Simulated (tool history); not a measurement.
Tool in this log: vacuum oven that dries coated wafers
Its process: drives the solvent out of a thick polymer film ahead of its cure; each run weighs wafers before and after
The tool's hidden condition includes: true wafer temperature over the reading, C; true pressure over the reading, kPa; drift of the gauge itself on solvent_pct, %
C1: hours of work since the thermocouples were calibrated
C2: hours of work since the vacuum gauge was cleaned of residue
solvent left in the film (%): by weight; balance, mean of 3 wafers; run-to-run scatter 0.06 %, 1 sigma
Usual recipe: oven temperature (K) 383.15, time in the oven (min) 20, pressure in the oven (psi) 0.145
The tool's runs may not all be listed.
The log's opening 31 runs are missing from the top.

Run 32, hour 539.8: usual settings but oven temperature (K) 389.15, pressure in the oven (psi) 0.077; C1 408; C2 613. Result: solvent left in the film (%) 2.07.
Run 33, hour 563.4: usual settings but oven temperature (K) 397.15, time in the oven (min) 36, pressure in the oven (psi) 0.099; C1 422; C2 627. Result: solvent left in the film (%) 0.28.
Run 34, hour 586.1: usual settings but oven temperature (K) 381.15, time in the oven (min) 15, pressure in the oven (psi) 0.432; C1 436; C2 641. Result: solvent left in the film (%) 6.62.
Run 35, hour 606.3: usual settings but oven temperature (K) 381.15, time in the oven (min) 15, pressure in the oven (psi) 0.432; C1 449; C2 654. Result: solvent left in the film (%) 6.65.
Run 36, hour 618.2: usual settings but oven temperature (K) 375.15, time in the oven (min) 10, pressure in the oven (psi) 0.432; C1 456; C2 661. Result: solvent left in the film (%) 10.74.
Run 37, hour 635.9: usual settings but oven temperature (K) 375.15, time in the oven (min) 10, pressure in the oven (psi) 0.560; C1 467; C2 672. Result: solvent left in the film (%) 11.05.
Run 38, hour 653.0: usual settings but oven temperature (K) 384.15, time in the oven (min) 15, pressure in the oven (psi) 0.202; C1 478; C2 683. Result: solvent left in the film (%) 5.11.
Run 39, hour 667.7: usual settings but oven temperature (K) 384.15, time in the oven (min) 15, pressure in the oven (psi) 0.202; C1 487; C2 692. Result: solvent left in the film (%) 5.10.
Run 40, hour 679.6: usual settings but oven temperature (K) 395.15, time in the oven (min) 15, pressure in the oven (psi) 0.202; C1 494; C2 699. Result: solvent left in the film (%) 2.40.
Run 41, hour 699.9: usual settings but oven temperature (K) 395.15, time in the oven (min) 16, pressure in the oven (psi) 0.399; C1 507; C2 712. Result: solvent left in the film (%) 2.50.
Run 42, hour 722.2: usual settings but oven temperature (K) 395.15, time in the oven (min) 16, pressure in the oven (psi) 0.399; C1 520; C2 725. Result: solvent left in the film (%) 2.56.
Run 43, hour 737.9: usual settings but oven temperature (K) 382.15, pressure in the oven (psi) 0.123; C1 530; C2 735. Result: solvent left in the film (%) 3.90.
Run 44, hour 749.9: usual settings but oven temperature (K) 382.15, pressure in the oven (psi) 0.123; C1 538; C2 742. Result: solvent left in the film (%) 4.04.
Run 45, hour 766.4: usual settings but time in the oven (min) 23, pressure in the oven (psi) 0.203; C1 548; C2 753. Result: solvent left in the film (%) 3.10.

Each row is a separate what-if for the run after 45, all from the same tool condition, not one after another. Results?
Run A, hour 787.9: usual settings but oven temperature (K) 387.15, time in the oven (min) 12; C1 561; C2 766. Result: solvent left in the film (%) ?.
Run B, hour 787.9: usual settings but oven temperature (K) 381.15, time in the oven (min) 27, pressure in the oven (psi) 0.138; C1 561; C2 766. Result: solvent left in the film (%) ?.
Run C, hour 787.9: usual settings but oven temperature (K) 390.15, time in the oven (min) 24, pressure in the oven (psi) 0.203; C1 561; C2 766. Result: solvent left in the film (%) ?.
Run D, hour 787.9: usual settings but time in the oven (min) 23, pressure in the oven (psi) 0.381; C1 561; C2 766. Result: solvent left in the film (%) ?.

run  solvent left in the film (%)
  A                          5.43
  B                          2.66
  C                          1.65
  D                          3.71
Without the tool's unlogged condition, the same runs would have read:
run  solvent left in the film (%)
  A                          5.08
  B                          2.35
  C                          1.43
  D                          3.37
